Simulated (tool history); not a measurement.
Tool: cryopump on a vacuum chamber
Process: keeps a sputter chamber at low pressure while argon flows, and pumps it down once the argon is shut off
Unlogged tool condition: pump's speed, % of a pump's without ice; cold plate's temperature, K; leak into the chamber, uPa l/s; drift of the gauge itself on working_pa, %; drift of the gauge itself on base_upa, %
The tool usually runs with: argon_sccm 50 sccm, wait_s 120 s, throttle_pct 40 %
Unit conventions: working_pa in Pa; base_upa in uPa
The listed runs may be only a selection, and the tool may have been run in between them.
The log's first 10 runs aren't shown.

run,hour,argon_sccm,wait_s,throttle_pct,hours of work since the pump was warmed up and emptied,hours of work since the cold head was overhauled,hours of work since the chamber's fittings were tightened,working_pa,base_upa
11,312.2,50,120,40,455,1381,1639,0.0897,1.38
12,329.4,50,120,18,469,1395,1653,0.1942,1.41
13,349.3,50,120,40,485,1411,1669,0.0906,1.41
14,389.1,50,120,40,517,1444,1701,0.0908,1.4
# hour 408.7: leaking fittings of the chamber tightened, without venting
15,421.9,50,120,40,542,1469,11,0.0911,0.4
16,438.8,50,120,40,556,1482,24,0.091,0.4
17,464.8,50,120,40,577,1503,45,0.0906,0.37
18,486.2,78,142,40,594,1521,63,0.1438,0.43
19,513,50,103,57,616,1542,85,0.0665,0.44
20,543.5,50,103,57,641,1567,109,0.0678,0.43

What does the tool deliver on the next run?
21,570.4,50,139,57,663,1589,131,?,?

{"run 21": {"working_pa": 0.0676, "base_upa": 0.44}}
On a tool with no hidden condition, and with the same random variation, this run would have come out at working_pa 0.06 Pa, base_upa 0.29 uPa.
